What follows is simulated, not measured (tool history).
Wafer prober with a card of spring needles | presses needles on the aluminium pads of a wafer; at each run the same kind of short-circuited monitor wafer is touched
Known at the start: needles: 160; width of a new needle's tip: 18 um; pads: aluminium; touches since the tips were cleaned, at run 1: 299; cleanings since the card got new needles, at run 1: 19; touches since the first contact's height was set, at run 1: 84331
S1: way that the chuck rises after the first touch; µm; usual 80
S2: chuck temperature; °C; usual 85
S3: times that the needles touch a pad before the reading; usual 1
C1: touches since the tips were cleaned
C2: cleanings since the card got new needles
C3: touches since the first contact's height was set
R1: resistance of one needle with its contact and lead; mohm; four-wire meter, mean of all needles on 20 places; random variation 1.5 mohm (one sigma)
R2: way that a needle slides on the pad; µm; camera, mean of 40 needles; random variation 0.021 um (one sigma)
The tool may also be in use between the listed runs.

{"run": 1, "hour": 0.0, "S1": 80, "S2": 85, "S3": 1, "C1": 299, "C2": 19, "C3": 84331, "R1": 144, "R2": 14.54}
{"hour": 15.7, "done": "tips cleaned on abrasive film"}
{"run": 2, "hour": 22.4, "S1": 80, "S2": 46, "S3": 1, "C1": 1770, "C2": 20, "C3": 90236, "R1": 137, "R2": 14.49}
{"hour": 32.8, "done": "tips cleaned on abrasive film"}
{"run": 3, "hour": 37.4, "S1": 80, "S2": 46, "S3": 1, "C1": 1219, "C2": 21, "C3": 94185, "R1": 138, "R2": 14.5}
{"hour": 48.9, "done": "tips cleaned on abrasive film"}
{"run": 4, "hour": 51.6, "S1": 80, "S2": 46, "S3": 1, "C1": 710, "C2": 22, "C3": 97911, "R1": 136, "R2": 14.51}
{"hour": 64.3, "done": "tips cleaned on abrasive film"}
{"run": 5, "hour": 71.9, "S1": 80, "S2": 46, "S3": 1, "C1": 2023, "C2": 23, "C3": 103280, "R1": 139, "R2": 14.45}
{"hour": 81.0, "done": "tips cleaned on abrasive film"}
{"run": 6, "hour": 86.0, "S1": 80, "S2": 46, "S3": 1, "C1": 1332, "C2": 24, "C3": 106974, "R1": 137, "R2": 14.46}
{"hour": 96.5, "done": "tips cleaned on abrasive film"}
{"run": 7, "hour": 110.2, "S1": 80, "S2": 46, "S3": 1, "C1": 3622, "C2": 25, "C3": 113355, "R1": 137, "R2": 14.4}
{"hour": 112.4, "done": "tips cleaned on abrasive film"}
{"run": 8, "hour": 126.1, "S1": 80, "S2": 46, "S3": 1, "C1": 3609, "C2": 26, "C3": 117531, "R1": 140, "R2": 14.4}
{"hour": 127.6, "done": "tips cleaned on abrasive film"}
{"hour": 144.9, "done": "tips cleaned on abrasive film"}
{"run": 9, "hour": 145.7, "S1": 81, "S2": 113, "S3": 2, "C1": 187, "C2": 28, "C3": 122667, "R1": 149, "R2": 14.53}
{"hour": 158.7, "done": "height of the first contact set anew"}
{"hour": 162.0, "done": "tips cleaned on abrasive film"}
{"run": 10, "hour": 164.6, "S1": 67, "S2": 58, "S3": 2, "C1": 673, "C2": 29, "C3": 1539, "R1": 146, "R2": 11.98}
{"hour": 178.0, "done": "tips cleaned on abrasive film"}
{"run": 11, "hour": 179.1, "S1": 67, "S2": 58, "S3": 2, "C1": 283, "C2": 30, "C3": 5363, "R1": 145, "R2": 11.97}
{"hour": 195.3, "done": "tips cleaned on abrasive film"}
{"run": 12, "hour": 202.2, "S1": 67, "S2": 58, "S3": 2, "C1": 1834, "C2": 31, "C3": 11456, "R1": 144, "R2": 11.97}
{"hour": 212.3, "done": "tips cleaned on abrasive film"}
{"run": 13, "hour": 218.4, "S1": 80, "S2": 85, "S3": 2, "C1": 1593, "C2": 32, "C3": 15704, "R1": 145, "R2": 14.21}
{"hour": 228.2, "done": "tips cleaned on abrasive film"}
{"run": 14, "hour": 234.6, "S1": 80, "S2": 85, "S3": 2, "C1": 1689, "C2": 33, "C3": 19983, "R1": 144, "R2": 14.21}

Forecast each of these 3 alternatives for the next run:
{"hour": 243.8, "done": "tips cleaned on abrasive film"}
{"hour": 246.2, "done": "gauge calibrated"}
{"hour": 258.9, "done": "tips cleaned on abrasive film"}
{"run": "A", "hour": 258.9, "S1": 93, "S2": 49, "S3": 1, "C1": 0, "C2": 35, "C3": 26365, "R1": "?", "R2": "?"}
{"hour": 243.8, "done": "tips cleaned on abrasive film"}
{"hour": 246.2, "done": "gauge calibrated"}
{"hour": 258.9, "done": "tips cleaned on abrasive film"}
{"run": "B", "hour": 258.9, "S1": 84, "S2": 45, "S3": 2, "C1": 0, "C2": 35, "C3": 26365, "R1": "?", "R2": "?"}
{"hour": 243.8, "done": "tips cleaned on abrasive film"}
{"hour": 246.2, "done": "gauge calibrated"}
{"hour": 258.9, "done": "tips cleaned on abrasive film"}
{"run": "C", "hour": 258.9, "S1": 87, "S2": 85, "S3": 3, "C1": 0, "C2": 35, "C3": 26365, "R1": "?", "R2": "?"}

run=A R1=134 R2=16.94
run=B R1=139 R2=15.24
run=C R1=143 R2=15.83
Without the tool's hidden state the same runs would have given:
run=A R1=134 R2=16.96
run=B R1=139 R2=15.26
run=C R1=143 R2=15.84

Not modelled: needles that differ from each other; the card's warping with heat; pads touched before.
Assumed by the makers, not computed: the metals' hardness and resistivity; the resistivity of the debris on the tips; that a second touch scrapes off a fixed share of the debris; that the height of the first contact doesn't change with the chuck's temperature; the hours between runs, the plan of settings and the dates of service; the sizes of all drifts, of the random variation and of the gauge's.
